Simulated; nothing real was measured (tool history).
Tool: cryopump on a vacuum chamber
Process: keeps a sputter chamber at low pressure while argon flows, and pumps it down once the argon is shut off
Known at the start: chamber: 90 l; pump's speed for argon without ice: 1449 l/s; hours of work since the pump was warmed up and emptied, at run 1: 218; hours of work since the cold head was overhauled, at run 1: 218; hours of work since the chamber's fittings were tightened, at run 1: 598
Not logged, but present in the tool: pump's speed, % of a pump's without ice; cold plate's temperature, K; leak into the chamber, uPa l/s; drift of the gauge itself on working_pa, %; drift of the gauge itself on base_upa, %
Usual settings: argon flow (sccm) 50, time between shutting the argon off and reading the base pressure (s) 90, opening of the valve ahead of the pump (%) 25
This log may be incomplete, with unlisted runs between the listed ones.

run	hour	argon flow (sccm)	time between shutting the argon off and reading the base pressure (s)	opening of the valve ahead of the pump (%)	hours of work since the pump was warmed up and emptied	hours of work since the cold head was overhauled	hours of work since the chamber's fittings were tightened	pressure while argon flows (Pa)	pressure after the wait (uPa)
1	0.0	50	90	25	218	218	598	0.2431	1.61
2	64.9	50	138	25	248	248	628	0.2435	1.41
3	107.0	50	138	25	267	267	647	0.2456	1.45
4	201.6	50	46	25	310	310	691	0.2479	2.42
# hour 230.9: pump warmed up, emptied and cooled again
5	270.8	50	90	25	18	340	720	0.2372	1.68
6	319.0	50	90	25	40	362	742	0.2356	1.58
7	365.5	50	90	25	62	383	763	0.2350	1.63
8	447.8	50	90	25	99	421	801	0.2376	1.70
9	536.9	50	90	25	140	461	842	0.2397	1.80
10	597.4	50	22	33	168	489	870	0.1849	4.04
11	688.4	50	22	33	210	531	911	0.1869	4.25
12	766.3	50	22	33	245	567	947	0.1872	4.32
13	846.4	61	90	26	282	603	984	0.2903	2.05
14	889.4	61	90	26	302	623	1003	0.2912	2.16
# hour 936.3: pump warmed up, emptied and cooled again
15	969.2	61	90	26	15	657	1038	0.2757	1.93

Each row is a separate what-if for the run after 15, all from the same tool condition, not one after another. Results?
A	1011.4	47	90	25	34	677	1057	?	?
B	1011.4	74	115	26	34	677	1057	?	?
C	1011.4	74	20	26	34	677	1057	?	?

run	pressure while argon flows (Pa)	pressure after the wait (uPa)
A	0.2214	1.97
B	0.3334	1.73
C	0.3327	4.49
Without the tool's unlogged condition, the same runs would have read:
run	pressure while argon flows (Pa)	pressure after the wait (uPa)
A	0.2192	0.97
B	0.3300	0.77
C	0.3293	3.51
